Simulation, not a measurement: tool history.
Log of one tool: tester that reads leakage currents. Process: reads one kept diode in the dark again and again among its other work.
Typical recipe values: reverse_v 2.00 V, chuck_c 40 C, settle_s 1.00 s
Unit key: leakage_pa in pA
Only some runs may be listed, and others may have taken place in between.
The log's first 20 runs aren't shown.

run	hour	reverse_v	chuck_c	settle_s	leakage_pa
21	462.2	1.89	40	1.00	288.88
22	483.9	1.59	24	1.20	85.91
23	510.9	4.37	20	1.65	87.50
24	526.4	4.37	20	1.65	87.23
25	540.9	6.47	40	2.44	425.45
26	561.5	2.00	20	8.86	67.95
27	589.2	11.32	34	0.32	338.53
# hour 600.7: chuck's temperature calibrated
28	611.5	12.34	55	1.00	1325.25
29	639.7	5.63	21	1.63	97.04
30	670.5	5.63	33	0.69	236.89
31	690.6	5.63	51	0.69	810.15
32	712.8	1.55	31	1.00	136.56
33	732.6	1.55	31	1.00	137.93
34	757.8	9.45	50	0.50	892.36
35	774.2	9.45	33	1.41	281.32
36	803.3	9.45	33	1.41	282.52
37	827.9	9.45	33	1.41	282.90
38	849.6	9.45	51	9.02	954.03
39	879.1	2.84	25	1.00	107.93
40	903.4	2.97	32	2.15	182.63
41	926.0	2.49	32	2.38	173.07

Each row is a separate what-if for the run after 41, all from the same tool condition, not one after another. Results?
A	954.6	1.21	37	1.56	?
B	954.6	1.96	40	1.00	?
C	954.6	5.89	45	0.42	?

run	leakage_pa
A	196.68
B	282.53
C	561.41
What these runs would have given with no unlogged condition in the tool:
run	leakage_pa
A	190.37
B	273.39
C	542.14
